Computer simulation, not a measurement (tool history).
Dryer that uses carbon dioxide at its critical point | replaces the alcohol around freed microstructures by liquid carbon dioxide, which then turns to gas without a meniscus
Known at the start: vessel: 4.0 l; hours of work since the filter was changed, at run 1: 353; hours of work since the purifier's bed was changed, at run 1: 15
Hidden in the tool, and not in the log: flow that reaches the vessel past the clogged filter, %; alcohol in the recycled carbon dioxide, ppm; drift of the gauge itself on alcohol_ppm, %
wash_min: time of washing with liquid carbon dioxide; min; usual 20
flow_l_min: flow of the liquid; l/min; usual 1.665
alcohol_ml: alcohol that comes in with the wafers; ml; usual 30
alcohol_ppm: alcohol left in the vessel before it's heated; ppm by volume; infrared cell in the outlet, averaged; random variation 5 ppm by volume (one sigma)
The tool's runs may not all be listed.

run	hour	wash_min	flow_l_min	alcohol_ml	hours of work since the filter was changed	hours of work since the purifier's bed was changed	alcohol_ppm
1	0.0	20	1.665	30	353	15	24
2	4.1	20	1.665	54	355	16	31
3	8.7	20	1.665	54	356	18	28
4	12.8	20	1.665	54	357	19	29
5	17.8	20	1.665	54	359	21	20
6	25.1	20	1.665	30	361	23	14
7	33.1	20	1.665	30	364	25	25
8	38.0	20	1.665	30	365	27	19
9	46.9	20	1.665	30	368	30	20
10	54.5	20	1.665	30	370	32	25
11	59.4	20	1.665	30	372	34	16
12	67.1	13	2.190	53	374	36	44
13	71.7	28	1.090	53	376	37	46
14	78.7	12	2.280	30	378	40	40
15	86.7	20	1.400	24	380	42	45
16	95.3	28	1.270	119	383	45	38
17	104.7	28	1.270	119	386	48	46
18	110.9	30	2.010	29	388	50	3
19	119.0	30	2.010	29	390	52	14

The same runs without the tool's hidden state, with the same run-to-run variation:
run	alcohol_ppm
1	16
2	20
3	17
4	17
5	8
6	5
7	15
8	9
9	9
10	14
11	5
12	20
13	23
14	21
15	26
16	16
17	22
18	0
19	3
